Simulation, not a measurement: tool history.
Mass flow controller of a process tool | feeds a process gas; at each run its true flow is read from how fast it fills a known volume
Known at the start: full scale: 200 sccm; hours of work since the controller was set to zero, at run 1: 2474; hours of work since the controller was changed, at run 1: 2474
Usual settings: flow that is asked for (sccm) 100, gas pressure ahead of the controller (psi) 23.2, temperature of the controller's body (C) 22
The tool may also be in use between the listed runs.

run,hour,flow that is asked for (sccm),gas pressure ahead of the controller (psi),temperature of the controller's body (C),hours of work since the controller was set to zero,hours of work since the controller was changed,true flow (%)
1,0.0,100,23.2,22,2474,2474,99.44
2,174.2,45,23.2,22,2539,2539,99.16
3,356.5,45,23.2,22,2607,2607,99.10
4,497.4,45,23.8,22,2660,2660,99.21
5,623.7,100,30.7,22,2708,2708,99.35
6,808.5,100,30.7,22,2777,2777,99.31
7,962.9,100,30.7,22,2835,2835,99.22
8,1132.3,100,30.7,30,2899,2899,99.99
9,1327.8,96,39.0,23,2972,2972,99.22
10,1509.0,96,39.0,23,3040,3040,99.23
11,1606.0,96,39.0,23,3077,3077,99.24
12,1778.0,96,38.7,37,3141,3141,100.05
13,1920.6,77,29.7,28,3195,3195,99.58

Forecast run 14:
14,2047.4,77,29.7,28,3242,3242,?

Run 14 gave true flow (%) 99.72.
Without the tool's hidden state the same run would have given true flow (%) 99.71.
